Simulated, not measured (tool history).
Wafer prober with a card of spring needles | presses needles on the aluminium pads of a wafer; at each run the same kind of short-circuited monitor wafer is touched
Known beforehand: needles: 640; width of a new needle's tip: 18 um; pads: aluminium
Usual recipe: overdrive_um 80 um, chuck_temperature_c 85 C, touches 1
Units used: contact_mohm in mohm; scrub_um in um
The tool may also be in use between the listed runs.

run,day,overdrive_um,chuck_temperature_c,touches,contact_mohm,scrub_um
1,0,80,85,1,227,20.21
# day 0.462: tips cleaned on abrasive film
2,1.058,80,37,1,219,20.23
# day 1.638: tips cleaned on abrasive film
3,1.929,80,37,1,222,20.17
# day 2.825: tips cleaned on abrasive film
4,3.012,80,37,1,219,20.12
5,3.467,80,85,1,230,20.14
# day 3.962: tips cleaned on abrasive film
6,4.108,80,85,2,229,20.09
7,4.929,80,85,2,228,20.21
# day 5.138: tips cleaned on abrasive film
8,5.533,80,85,2,226,20.14
9,6.262,80,85,2,226,20.2
# day 6.35: tips cleaned on abrasive film
10,7.146,80,85,2,232,20.1
# day 7.55: tips cleaned on abrasive film
11,8.258,80,85,2,228,20.21
# day 8.771: tips cleaned on abrasive film
12,8.929,80,85,2,225,20.16
13,9.55,62,85,1,232,15.57
# day 9.975: tips cleaned on abrasive film
14,10.046,62,85,1,234,15.59
15,10.962,80,85,1,225,20.11
# day 11.146: tips cleaned on abrasive film
16,11.933,80,85,1,228,20.13
# day 12.329: tips cleaned on abrasive film
17,12.421,80,85,1,224,20.08
18,13.271,68,50,3,222,17.08
# day 13.504: tips cleaned on abrasive film
19,14.142,80,25,1,216,20.09
# day 14.575: height of the first contact set anew
20,14.621,72,85,1,232,18.08

Run 21 comes next. What will it give?
# day 14.675: tips cleaned on abrasive film
21,15.204,83,34,3,?,?

contact_mohm: 217 mohm
scrub_um: 20.85 um
Were there no unlogged condition in the tool, this run, its random variation unchanged, would have produced contact_mohm 216 mohm, scrub_um 20.97 um.

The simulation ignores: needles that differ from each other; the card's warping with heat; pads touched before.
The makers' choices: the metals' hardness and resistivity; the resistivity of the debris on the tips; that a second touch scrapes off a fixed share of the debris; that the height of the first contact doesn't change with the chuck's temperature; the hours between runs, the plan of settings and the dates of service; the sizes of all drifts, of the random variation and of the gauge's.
